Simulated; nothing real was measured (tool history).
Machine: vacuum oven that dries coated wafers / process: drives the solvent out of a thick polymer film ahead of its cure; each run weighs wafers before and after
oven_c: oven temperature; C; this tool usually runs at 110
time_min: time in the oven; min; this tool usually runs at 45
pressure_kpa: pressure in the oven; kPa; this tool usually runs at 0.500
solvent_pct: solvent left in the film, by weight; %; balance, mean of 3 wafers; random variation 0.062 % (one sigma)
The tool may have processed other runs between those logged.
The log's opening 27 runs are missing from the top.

run,hour,oven_c,time_min,pressure_kpa,solvent_pct
28,264.8,111,77,0.328,1.48
29,277.3,102,39,1.392,7.28
30,286.7,117,63,1.985,3.00
31,298.1,110,24,0.500,5.80
32,311.2,110,24,0.500,5.88
33,325.1,113,45,0.733,3.03
34,338.5,113,45,0.733,2.97
35,347.9,117,45,0.733,2.21
36,358.2,110,67,0.516,2.30
37,369.4,97,69,1.075,6.46

4 options for the next run, each taken on its own from the tool as it stands now. Forecast them:
A,378.0,121,45,0.688,?
B,378.0,115,49,0.481,?
C,378.0,109,69,1.075,?
D,378.0,95,31,0.666,?

run,solvent_pct
A,1.55
B,2.12
C,3.18
D,8.80
Without the tool's unlogged condition, the same runs would have read:
run,solvent_pct
A,1.57
B,2.17
C,3.23
D,8.86
